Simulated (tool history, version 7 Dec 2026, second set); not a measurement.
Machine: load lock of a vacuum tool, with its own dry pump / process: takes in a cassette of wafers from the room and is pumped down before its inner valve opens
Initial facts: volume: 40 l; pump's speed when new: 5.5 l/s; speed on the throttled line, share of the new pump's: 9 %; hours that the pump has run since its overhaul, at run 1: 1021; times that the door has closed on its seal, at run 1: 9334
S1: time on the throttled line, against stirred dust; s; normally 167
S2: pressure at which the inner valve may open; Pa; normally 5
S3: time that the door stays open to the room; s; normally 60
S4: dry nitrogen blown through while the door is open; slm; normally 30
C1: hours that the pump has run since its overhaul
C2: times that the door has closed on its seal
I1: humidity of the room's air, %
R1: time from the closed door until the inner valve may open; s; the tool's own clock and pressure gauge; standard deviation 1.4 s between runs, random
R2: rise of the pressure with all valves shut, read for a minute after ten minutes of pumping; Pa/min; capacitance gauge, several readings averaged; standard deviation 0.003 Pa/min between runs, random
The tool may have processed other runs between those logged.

| run | hour | S1 | S2 | S3 | S4 | C1 | C2 | I1 | R1 | R2 |
|---|---|---|---|---|---|---|---|---|---|---|
| 1 | 0 | 167 | 5 | 60 | 30 | 1021 | 9334 | 45.2 | 225.5 | 0.11 |
| 2 | 261.8 | 167 | 5 | 60 | 30 | 1283 | 10207 | 47.5 | 225.5 | 0.126 |
| 3 | 455.1 | 167 | 5 | 60 | 30 | 1476 | 10851 | 48.4 | 225.2 | 0.142 |
| 4 | 687.7 | 141 | 5 | 60 | 30 | 1709 | 11627 | 46.1 | 203 | 0.146 |
| 5 | 836.2 | 141 | 5 | 60 | 30 | 1857 | 12122 | 45.5 | 203.8 | 0.157 |
| 6 | 1012.3 | 167 | 5 | 60 | 30 | 2033 | 12709 | 45 | 227.8 | 0.166 |
| 7 | 1158.3 | 167 | 5 | 60 | 30 | 2179 | 13196 | 46.6 | 226.4 | 0.172 |
| 8 | 1350.5 | 167 | 5 | 60 | 30 | 2371 | 13837 | 44.6 | 227.4 | 0.188 |
| 9 | 1525.2 | 167 | 5 | 60 | 30 | 2546 | 14420 | 43.5 | 226.7 | 0.19 |
| 10 | 1699.2 | 167 | 5 | 35 | 30 | 2720 | 15000 | 44.1 | 229.2 | 0.191 |
| 11 | 1806.4 | 167 | 5 | 35 | 30 | 2827 | 15357 | 43.5 | 226.6 | 0.196 |
| 12 | 1943.9 | 167 | 5 | 35 | 30 | 2965 | 15816 | 42 | 229.2 | 0.211 |
| 13 | 2116.1 | 167 | 5 | 35 | 30 | 3137 | 16390 | 41.6 | 226.4 | 0.213 |
| 14 | 2282.8 | 167 | 5 | 35 | 7 | 3304 | 16946 | 46.6 | 228 | 0.241 |
| 15 | 2455.1 | 167 | 5 | 35 | 7 | 3476 | 17520 | 46 | 227 | 0.251 |
| 16 | 2618.7 | 167 | 6 | 68 | 7 | 3639 | 18066 | 46.6 | 226.6 | 0.286 |
| 17 | 2775.1 | 110 | 6 | 25 | 7 | 3796 | 18587 | 45 | 176.7 | 0.265 |
| 18 | 2983.4 | 110 | 6 | 25 | 7 | 4004 | 19282 | 43.9 | 176.6 | 0.279 |
| 19 | 3229.7 | 110 | 6 | 25 | 7 | 4251 | 20103 | 44.8 | 175.8 | 0.304 |
| 20 | 3377.5 | 188 | 6 | 55 | 7 | 4398 | 20596 | 50.6 | 247.9 | 0.338 |
| 21 | 3492.2 | 105 | 5 | 60 | 5 | 4513 | 20979 | 44.9 | 174.3 | 0.342 |
| 22 | 3696.8 | 89 | 6 | 42 | 13 | 4718 | 21661 | 44.8 | 158.7 | 0.348 |
| 23 | 3916 | 89 | 6 | 42 | 13 | 4937 | 22392 | 45.7 | 158.3 | 0.358 |
| 24 | 4029.9 | 167 | 5 | 75 | 30 | 5051 | 22772 | 45 | 230.4 | 0.367 |
| 25 | 4290.3 | 167 | 5 | 75 | 30 | 5311 | 23640 | 42.8 | 233 | 0.393 |

Consider 4 possible next runs. They are alternatives, not a sequence: every one starts from the tool as it was left by run 25. What does each give?
| A | 4455.6 | 167 | 9 | 138 | 30 | 5476 | 24191 | 47.3 | ? | ? |
| B | 4455.6 | 185 | 5 | 60 | 30 | 5476 | 24191 | 49 | ? | ? |
| C | 4455.6 | 167 | 6 | 47 | 25 | 5476 | 24191 | 44.8 | ? | ? |
| D | 4455.6 | 167 | 5 | 98 | 30 | 5476 | 24191 | 44.3 | ? | ? |

| run | R1 | R2 |
|---|---|---|
| A | 225.5 | 0.421 |
| B | 247.2 | 0.397 |
| C | 231.3 | 0.391 |
| D | 230.9 | 0.409 |
The same runs, with their run-to-run variation unchanged, on a tool lacking any hidden condition would have given:
| run | R1 | R2 |
|---|---|---|
| A | 219 | 0.054 |
| B | 240.3 | 0.036 |
| C | 224.4 | 0.029 |
| D | 223.8 | 0.045 |

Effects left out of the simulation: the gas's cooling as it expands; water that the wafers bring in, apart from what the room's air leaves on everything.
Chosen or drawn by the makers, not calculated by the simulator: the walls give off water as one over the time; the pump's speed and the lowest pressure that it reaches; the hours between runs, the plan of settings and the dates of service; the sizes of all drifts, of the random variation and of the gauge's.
